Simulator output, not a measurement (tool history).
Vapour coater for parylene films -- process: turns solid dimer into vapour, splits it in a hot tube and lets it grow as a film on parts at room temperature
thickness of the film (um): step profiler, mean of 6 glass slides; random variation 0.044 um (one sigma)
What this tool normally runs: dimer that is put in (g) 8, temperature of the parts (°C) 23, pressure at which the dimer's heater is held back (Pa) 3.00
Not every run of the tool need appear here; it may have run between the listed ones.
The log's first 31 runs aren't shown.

run    hour  dimer that is put in (g)  temperature of the parts (°C)  pressure at which the dimer's heater is held back (Pa)  hours of work since the trap's valve was overhauled  hours of work since the table's thermometer was calibrated  thickness of the film (um)
 32   750.9                         8                             23                                                    7.26                                                  127                                                         657                        5.09
 33   765.6                         7                             16                                                    3.00                                                  133                                                         663                        6.54
 34   781.0                         7                             16                                                    3.00                                                  140                                                         670                        6.60
 35   810.0                        13                             22                                                    3.42                                                  152                                                         682                        9.37
 36   827.4                         8                             29                                                    3.00                                                  160                                                         690                        4.53
 37   851.1                         8                             29                                                    3.00                                                  170                                                         700                        4.49
 38   879.3                        11                             26                                                    3.87                                                  183                                                         712                        6.70
 39   897.0                        13                             28                                                    3.87                                                  190                                                         720                        7.35
 40   930.1                         7                             23                                                    3.00                                                  205                                                         735                        4.83
 41   958.4                         3                             22                                                    2.38                                                  217                                                         747                        2.26
 42   975.8                         7                             28                                                    5.92                                                  225                                                         754                        3.72
 43  1009.0                         6                             17                                                    9.12                                                  239                                                         769                        4.70
 44  1025.2                         6                             15                                                    9.12                                                  246                                                         776                        5.01
 45  1053.7                         8                             15                                                    9.01                                                  258                                                         788                        6.72
 46  1074.6                         4                             20                                                   11.68                                                  268                                                         797                        2.65

Branching from run 46: 3 alternative next runs. What would each branch give?
  A  1107.2                         4                             15                                                    2.08                                                  282                                                         812                           ?
  B  1107.2                         8                             19                                                    3.16                                                  282                                                         812                           ?
  C  1107.2                         4                             20                                                    7.69                                                  282                                                         812                           ?

run  thickness of the film (um)
  A                        3.92
  B                        6.51
  C                        2.79
Without the tool's hidden state the same runs would have given:
run  thickness of the film (um)
  A                        4.15
  B                        6.90
  C                        2.96
